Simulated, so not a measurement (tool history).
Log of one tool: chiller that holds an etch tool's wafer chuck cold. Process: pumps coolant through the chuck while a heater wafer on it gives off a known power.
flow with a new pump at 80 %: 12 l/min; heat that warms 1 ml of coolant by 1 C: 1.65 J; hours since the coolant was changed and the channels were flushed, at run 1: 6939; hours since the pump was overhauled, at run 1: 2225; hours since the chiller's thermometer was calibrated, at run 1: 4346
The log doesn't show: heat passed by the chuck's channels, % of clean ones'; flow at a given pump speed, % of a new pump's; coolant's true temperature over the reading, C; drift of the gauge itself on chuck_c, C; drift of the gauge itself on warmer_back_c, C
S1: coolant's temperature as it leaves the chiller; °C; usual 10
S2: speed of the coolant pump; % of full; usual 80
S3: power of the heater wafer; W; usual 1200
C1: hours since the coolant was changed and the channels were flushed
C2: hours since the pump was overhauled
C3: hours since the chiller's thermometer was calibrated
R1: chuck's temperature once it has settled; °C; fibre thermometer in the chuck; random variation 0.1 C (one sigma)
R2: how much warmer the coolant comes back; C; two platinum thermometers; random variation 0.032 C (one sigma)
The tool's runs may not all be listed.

run    hour  S1  S2    S3    C1    C2    C3    R1    R2
  1     0.0  10  80  1200  6939  2225  4346  20.4  3.73
  2   121.0  10  80  1200  7060  2346  4468  20.4  3.77
  3   221.1  10  80  1200  7160  2446  4568  20.6  3.72
  4   335.8  10  80  1200  7275  2561  4682  20.7  3.83
  5   502.0  10  80  1200  7441  2727  4849  20.8  3.77
  6   611.1  10  80  1200  7551  2836  4958  20.8  3.86
  7   753.4  10  80  1200  7693  2978  5100  20.8  3.81
  8   831.5  10  80  1200  7771  3057  5178  20.9  3.85
      840.1  -- chiller's thermometer calibrated
  9   913.6  10  80  1200  7852  3138    74  20.8  3.83
     1019.3  -- coolant changed, channels flushed
 10  1025.4  10  80  1200     6  3243   179  19.6  3.79
 11  1188.4  10  80  1200   169  3406   342  19.7  3.88
 12  1358.4  10  80  1200   339  3576   512  19.7  3.87
 13  1446.9   4  93  1458   428  3665   601  15.1  4.04
 14  1544.6   4  82   847   525  3763   698  10.9  2.72
     1651.3  -- chiller's thermometer calibrated, once more
 15  1709.6   4  82   847   689  3927    58  10.8  2.58
 16  1850.9   4  82   847   831  4068   200  10.6  2.64
 17  1934.0   5  71   847   914  4151   283  12.3  3.10
 18  2103.4   5  71   847  1083  4320   452  12.4  3.12
 19  2251.1  17  70   768  1231  4468   600  23.6  2.87
 20  2331.2  11  80  1477  1311  4548   680  22.9  4.84
 21  2418.7  10  70  1227  1398  4636   767  20.8  4.62
 22  2541.3  10  66   617  1521  4758   890  15.7  2.50
 23  2652.6  10  66   617  1632  4870  1001  15.9  2.46

Forecast each of these 3 alternatives for the next run:
  A  2797.9   8  98  1151  1778  5015  1147   ?   ?
  B  2797.9  12  88  1200  1778  5015  1147   ?   ?
  C  2797.9  18  90  1532  1778  5015  1147   ?   ?

run    R1    R2
  A  16.4  3.06
  B  21.4  3.63
  C  29.9  4.44
Without the tool's hidden state the same runs would have given:
run    R1    R2
  A  15.8  2.81
  B  20.8  3.34
  C  29.1  4.09
